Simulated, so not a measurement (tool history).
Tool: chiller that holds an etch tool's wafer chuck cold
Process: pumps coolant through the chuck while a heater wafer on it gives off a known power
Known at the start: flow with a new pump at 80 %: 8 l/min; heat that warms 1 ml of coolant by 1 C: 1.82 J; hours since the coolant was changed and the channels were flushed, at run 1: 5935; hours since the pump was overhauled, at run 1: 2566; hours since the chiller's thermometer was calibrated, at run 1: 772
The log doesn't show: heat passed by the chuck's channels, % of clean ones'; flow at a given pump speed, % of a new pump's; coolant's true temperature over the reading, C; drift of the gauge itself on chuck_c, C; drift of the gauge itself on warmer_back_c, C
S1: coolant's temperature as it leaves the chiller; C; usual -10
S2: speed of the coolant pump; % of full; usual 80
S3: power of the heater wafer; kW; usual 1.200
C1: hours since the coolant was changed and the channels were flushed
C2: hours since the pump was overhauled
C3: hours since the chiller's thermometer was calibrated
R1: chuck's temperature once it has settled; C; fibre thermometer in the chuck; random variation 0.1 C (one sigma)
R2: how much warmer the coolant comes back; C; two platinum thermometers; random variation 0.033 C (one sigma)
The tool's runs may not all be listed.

run 1 hour=0.0 | S1=-10 S2=80 S3=1.200 | C1=5935 C2=2566 C3=772 | R1=-1.5 R2=4.97
run 2 hour=50.3 | S1=-3 S2=80 S3=1.200 | C1=5985 C2=2616 C3=823 | R1=5.5 R2=4.97
run 3 hour=85.2 | S1=-17 S2=80 S3=1.200 | C1=6020 C2=2651 C3=858 | R1=-8.4 R2=5.00
run 4 hour=118.2 | S1=-17 S2=80 S3=1.200 | C1=6053 C2=2684 C3=891 | R1=-8.4 R2=5.05
run 5 hour=173.9 | S1=-17 S2=80 S3=1.200 | C1=6109 C2=2740 C3=946 | R1=-8.6 R2=4.96
run 6 hour=212.9 | S1=-17 S2=80 S3=1.200 | C1=6148 C2=2779 C3=985 | R1=-8.6 R2=5.09
run 7 hour=273.0 | S1=-10 S2=80 S3=1.200 | C1=6208 C2=2839 C3=1046 | R1=-1.6 R2=5.03
run 8 hour=334.8 | S1=-10 S2=80 S3=1.200 | C1=6270 C2=2901 C3=1107 | R1=-1.5 R2=5.10
run 9 hour=397.3 | S1=-10 S2=80 S3=1.200 | C1=6332 C2=2963 C3=1170 | R1=-1.5 R2=5.04
run 10 hour=455.6 | S1=-10 S2=80 S3=1.200 | C1=6391 C2=3022 C3=1228 | R1=-1.4 R2=5.05
run 11 hour=516.2 | S1=-9 S2=80 S3=1.200 | C1=6451 C2=3082 C3=1289 | R1=-0.6 R2=5.09
run 12 hour=575.4 | S1=-9 S2=80 S3=1.200 | C1=6510 C2=3141 C3=1348 | R1=-0.4 R2=5.10
run 13 hour=627.7 | S1=-10 S2=80 S3=1.200 | C1=6563 C2=3194 C3=1400 | R1=-1.6 R2=5.11
run 14 hour=654.5 | S1=-10 S2=78 S3=1.200 | C1=6589 C2=3221 C3=1427 | R1=-1.4 R2=5.22
run 15 hour=688.6 | S1=-10 S2=78 S3=1.200 | C1=6624 C2=3255 C3=1461 | R1=-1.3 R2=5.30
run 16 hour=750.6 | S1=-10 S2=80 S3=1.741 | C1=6685 C2=3317 C3=1523 | R1=2.2 R2=7.41
run 17 hour=804.1 | S1=-10 S2=63 S3=1.200 | C1=6739 C2=3370 C3=1577 | R1=0.0 R2=6.52
run 18 hour=842.7 | S1=-10 S2=63 S3=1.200 | C1=6778 C2=3409 C3=1615 | R1=0.0 R2=6.51
run 19 hour=883.1 | S1=-19 S2=80 S3=0.948 | C1=6818 C2=3449 C3=1656 | R1=-12.4 R2=4.16
run 20 hour=925.4 | S1=-10 S2=99 S3=0.626 | C1=6860 C2=3492 C3=1698 | R1=-6.2 R2=2.33
run 21 hour=968.2 | S1=-18 S2=65 S3=1.177 | C1=6903 C2=3534 C3=1741 | R1=-8.4 R2=6.19
run 22 hour=998.2 | S1=-18 S2=65 S3=1.177 | C1=6933 C2=3564 C3=1771 | R1=-8.5 R2=6.24
run 23 hour=1060.2 | S1=-14 S2=78 S3=1.478 | C1=6995 C2=3626 C3=1833 | R1=-3.2 R2=6.55
run 24 hour=1117.3 | S1=-2 S2=80 S3=1.295 | C1=7052 C2=3683 C3=1890 | R1=7.3 R2=5.67
run 25 hour=1167.4 | S1=-3 S2=87 S3=1.200 | C1=7102 C2=3734 C3=1940 | R1=4.9 R2=4.79
run 26 hour=1206.3 | S1=-11 S2=80 S3=1.200 | C1=7141 C2=3772 C3=1979 | R1=-2.5 R2=5.27

The next listed run, before its measurement:
run 27 hour=1239.8 | S1=-14 S2=71 S3=0.956 | C1=7175 C2=3806 C3=2012 | R1=? R2=?

Run 27 gave R1 -6.4 C, R2 4.78 C.
Without the tool's hidden state the same run would have given R1 -6.4 C, R2 4.48 C.
